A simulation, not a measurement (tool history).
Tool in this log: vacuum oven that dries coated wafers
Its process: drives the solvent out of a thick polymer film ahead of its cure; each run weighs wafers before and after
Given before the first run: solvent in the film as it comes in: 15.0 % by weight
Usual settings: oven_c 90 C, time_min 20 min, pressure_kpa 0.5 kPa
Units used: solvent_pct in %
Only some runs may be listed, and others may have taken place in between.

Run 1, hour 0: usual settings. Result: solvent_pct 0.76 %.
Run 2, hour 9.1: usual settings but oven_c 104 C. Result: solvent_pct 0.16 %.
Run 3, hour 16.3: usual settings but oven_c 76 C. Result: solvent_pct 3.37 %.
Run 4, hour 25: usual settings but oven_c 76 C, time_min 13 min. Result: solvent_pct 5.23 %.
Run 5, hour 37: usual settings. Result: solvent_pct 0.79 %.
Run 6, hour 50: usual settings. Result: solvent_pct 0.74 %.
Run 7, hour 64.5: usual settings. Result: solvent_pct 0.72 %.
Run 8, hour 73.3: usual settings. Result: solvent_pct 0.85 %.
Run 9, hour 82.3: usual settings but oven_c 95 C. Result: solvent_pct 0.4 %.
Run 10, hour 94.9: usual settings. Result: solvent_pct 0.79 %.
Run 11, hour 107: usual settings. Result: solvent_pct 0.76 %.
Run 12, hour 117.6: usual settings. Result: solvent_pct 0.77 %.
Run 13, hour 127.7: usual settings. Result: solvent_pct 0.84 %.
Run 14, hour 141.6: usual settings. Result: solvent_pct 0.8 %.
Run 15, hour 149.2: usual settings but pressure_kpa 0.949 kPa. Result: solvent_pct 1.07 %.
Run 16, hour 164.1: usual settings but pressure_kpa 0.949 kPa. Result: solvent_pct 1.06 %.
Run 17, hour 180.9: usual settings but oven_c 96 C. Result: solvent_pct 0.41 %.
Run 18, hour 188.2: usual settings but oven_c 96 C. Result: solvent_pct 0.43 %.
Run 19, hour 200.3: usual settings but oven_c 96 C. Result: solvent_pct 0.42 %.
Run 20, hour 208.5: usual settings. Result: solvent_pct 0.82 %.
Run 21, hour 216.7: usual settings but time_min 11 min. Result: solvent_pct 2.45 %.
Run 22, hour 232.1: usual settings but time_min 30 min. Result: solvent_pct 0.45 %.
Run 23, hour 248.7: usual settings but time_min 30 min. Result: solvent_pct 0.38 %.
Run 24, hour 259.1: usual settings but time_min 30 min. Result: solvent_pct 0.39 %.
Run 25, hour 267.4: usual settings but time_min 30 min. Result: solvent_pct 0.41 %.
Run 26, hour 280.6: usual settings but oven_c 102 C, time_min 30 min. Result: solvent_pct 0.23 %.
Run 27, hour 296.4: usual settings but oven_c 76 C, time_min 30 min, pressure_kpa 1.449 kPa. Result: solvent_pct 2.83 %.
Run 28, hour 304.6: usual settings but oven_c 82 C, time_min 11 min. Result: solvent_pct 4.36 %.
Run 29, hour 315.2: usual settings but oven_c 82 C, time_min 11 min. Result: solvent_pct 4.36 %.
Run 30, hour 327.2: usual settings but oven_c 82 C, time_min 11 min. Result: solvent_pct 4.32 %.
Run 31, hour 342.2: usual settings but oven_c 87 C, pressure_kpa 0.359 kPa. Result: solvent_pct 1.1 %.
Run 32, hour 350.8: usual settings but pressure_kpa 0.626 kPa. Result: solvent_pct 0.89 %.
Run 33, hour 361.4: usual settings but pressure_kpa 1.338 kPa. Result: solvent_pct 1.27 %.
Run 34, hour 368.5: usual settings but pressure_kpa 1.338 kPa. Result: solvent_pct 1.28 %.
Run 35, hour 376.1: usual settings but time_min 27 min. Result: solvent_pct 0.47 %.
Run 36, hour 384.5: usual settings but time_min 27 min. Result: solvent_pct 0.48 %.
Run 37, hour 397.5: usual settings but time_min 11 min. Result: solvent_pct 2.43 %.

Removed from this log: 2 entries logged between the listed runs. Between which two listed runs does each belong, and how does the tool's hidden state at the listed run before it compare with that at the listed run after it?
In the gap between runs 16 and 17: vacuum gauge cleaned of residue and calibrated (hour 166.5)
  true wafer temperature over the reading, C: -0.22 -> -0.23; true pressure over the reading, kPa: 0.037 -> 0.061
  difference, measured minus the result without the unlogged condition, solvent_pct: +0.05 -> +0.04 %
In the gap between runs 22 and 23: vacuum gauge cleaned of residue and calibrated, once more (hour 237.4)
  true wafer temperature over the reading, C: -0.27 -> -0.29; true pressure over the reading, kPa: 0.071 -> -0.006
  difference, measured minus the result without the unlogged condition, solvent_pct: +0.05 -> +0 %
